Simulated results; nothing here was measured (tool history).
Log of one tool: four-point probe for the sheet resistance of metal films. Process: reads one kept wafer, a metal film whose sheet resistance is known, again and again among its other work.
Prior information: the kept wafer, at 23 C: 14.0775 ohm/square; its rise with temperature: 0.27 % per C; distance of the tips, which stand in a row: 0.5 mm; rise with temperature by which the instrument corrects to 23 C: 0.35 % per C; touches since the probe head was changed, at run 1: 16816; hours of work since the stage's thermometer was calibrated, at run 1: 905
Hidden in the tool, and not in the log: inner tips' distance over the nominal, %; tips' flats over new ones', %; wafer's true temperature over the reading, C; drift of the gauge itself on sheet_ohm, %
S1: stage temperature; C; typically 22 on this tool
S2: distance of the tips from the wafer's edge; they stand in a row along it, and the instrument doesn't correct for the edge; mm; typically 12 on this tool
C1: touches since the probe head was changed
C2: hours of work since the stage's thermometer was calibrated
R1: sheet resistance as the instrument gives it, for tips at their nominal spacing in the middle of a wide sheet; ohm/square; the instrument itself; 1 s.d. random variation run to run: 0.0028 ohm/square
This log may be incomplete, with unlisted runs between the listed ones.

run   hour  S1  S2     C1   C2         R1
  1      0  22  12  16816  905  14.109124
  2   15.7  22  12  17255  912  14.107033
  3   35.7  18  12  17814  921   14.15148
  4   45.5  34  12  18085  925  13.975594
  5   59.1  22  12  18466  931  14.094589
  6   70.1  22  12  18773  936  14.099632
  7   80.4  22  12  19061  941  14.098868
  8   91.4  23   5  19367  946  14.152536
  9    111  23  57  19915  954  14.079426
 10  129.5  23  57  20432  962  14.075279
 11    143  31  21  20809  968  13.997817
 12  159.5  24  14  21270  976  14.078626
 13  171.3  21  21  21600  981  14.106146

Each row is a separate what-if for the run after 13, all from the same tool condition, not one after another. Results?
  A  191.8  25  12  22170  990   ?
  B  191.8  20  21  22170  990   ?
  C  191.8  20   7  22170  990   ?
  D  191.8  19   5  22170  990   ?

run         R1
  A  14.069883
  B  14.117804
  C  14.148589
  D  14.196928
Without the tool's hidden state the same runs would have given:
run         R1
  A  14.070283
  B  14.118318
  C  14.149106
  D  14.197472
